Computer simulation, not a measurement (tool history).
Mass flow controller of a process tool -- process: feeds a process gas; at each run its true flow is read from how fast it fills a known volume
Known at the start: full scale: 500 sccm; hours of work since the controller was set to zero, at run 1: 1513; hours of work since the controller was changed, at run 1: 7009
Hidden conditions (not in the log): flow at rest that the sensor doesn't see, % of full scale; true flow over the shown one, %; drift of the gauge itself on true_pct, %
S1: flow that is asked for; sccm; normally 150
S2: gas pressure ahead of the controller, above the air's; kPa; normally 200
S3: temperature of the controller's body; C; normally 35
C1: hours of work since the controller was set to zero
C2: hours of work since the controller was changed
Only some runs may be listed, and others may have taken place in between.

Run 1, hour 0: usual settings; C1 1513; C2 7009. Result: true flow (%) 102.15.
Run 2, hour 378: usual settings; C1 1761; C2 7257. Result: true flow (%) 102.38.
Run 3, hour 584.2: usual settings; C1 1896; C2 7392. Result: true flow (%) 102.52.
Run 4, hour 858.4: usual settings; C1 2076; C2 7572. Result: true flow (%) 102.69.
Run 5, hour 1207.4: usual settings; C1 2305; C2 7801. Result: true flow (%) 102.91.
Run 6, hour 1511.8: usual settings; C1 2505; C2 8001. Result: true flow (%) 103.04.
Run 7, hour 1945.4: usual settings; C1 2789; C2 8285. Result: true flow (%) 103.33.
Run 8, hour 2212.4: usual settings; C1 2964; C2 8460. Result: true flow (%) 103.69.
Run 9, hour 2461.1: usual settings; C1 3127; C2 8623. Result: true flow (%) 103.88.
Run 10, hour 2681.5: usual settings; C1 3272; C2 8768. Result: true flow (%) 103.8.
Run 11, hour 2920.3: usual settings; C1 3428; C2 8924. Result: true flow (%) 103.88.
At hour 2957: controller's zero set anew.
Run 12, hour 3102.6: usual settings but S2 168 kPa; C1 96; C2 9044. Result: true flow (%) 105.04.
Run 13, hour 3320.7: usual settings but S1 92 sccm, S2 205 kPa; C1 238; C2 9187. Result: true flow (%) 107.
Run 14, hour 3585.4: usual settings but S1 92 sccm, S2 149 kPa; C1 412; C2 9360. Result: true flow (%) 107.42.
Run 15, hour 3799.9: usual settings but S1 92 sccm, S2 149 kPa, S3 21 C; C1 553; C2 9501. Result: true flow (%) 108.39.
Run 16, hour 4072.3: usual settings but S1 81 sccm, S2 205 kPa, S3 20 C; C1 731; C2 9680. Result: true flow (%) 109.39.
Run 17, hour 4442.3: usual settings but S1 161 sccm, S2 162 kPa; C1 974; C2 9922. Result: true flow (%) 105.59.
Run 18, hour 4692.8: usual settings but S1 71 sccm, S2 203 kPa, S3 23 C; C1 1138; C2 10087. Result: true flow (%) 110.92.
At hour 4970.1: controller exchanged for a calibrated one.
Run 19, hour 5009.5: usual settings but S1 64 sccm, S2 150 kPa; C1 26; C2 26. Result: true flow (%) 99.07.
Run 20, hour 5329.9: usual settings but S3 21 C; C1 236; C2 236. Result: true flow (%) 99.86.
At hour 5564.9: controller's zero set anew, once more.
Run 21, hour 5647.9: usual settings but S3 21 C; C1 54; C2 444. Result: true flow (%) 99.86.
Run 22, hour 5895.1: usual settings but S1 284 sccm, S2 241 kPa, S3 39 C; C1 217; C2 606. Result: true flow (%) 98.98.
Run 23, hour 6311: usual settings but S1 183 sccm, S3 28 C; C1 489; C2 879. Result: true flow (%) 99.76.

Below are 4 alternative next runs, each starting from the tool's condition after run 23. Predict each:
Run A, hour 6739.8: usual settings but S1 183 sccm, S2 265 kPa, S3 31 C; C1 770; C2 1160. Result: true flow (%) ?.
Run B, hour 6739.8: usual settings but S1 428 sccm, S2 211 kPa; C1 770; C2 1160. Result: true flow (%) ?.
Run C, hour 6739.8: usual settings but S1 80 sccm, S2 147 kPa, S3 28 C; C1 770; C2 1160. Result: true flow (%) ?.
Run D, hour 6739.8: usual settings but S1 106 sccm, S2 190 kPa, S3 25 C; C1 770; C2 1160. Result: true flow (%) ?.

run  true flow (%)
  A          99.71
  B          99.76
  C         100.84
  D         100.49
Without the tool's hidden state the same runs would have given:
run  true flow (%)
  A          98.84
  B          99.21
  C          99.24
  D          99.21

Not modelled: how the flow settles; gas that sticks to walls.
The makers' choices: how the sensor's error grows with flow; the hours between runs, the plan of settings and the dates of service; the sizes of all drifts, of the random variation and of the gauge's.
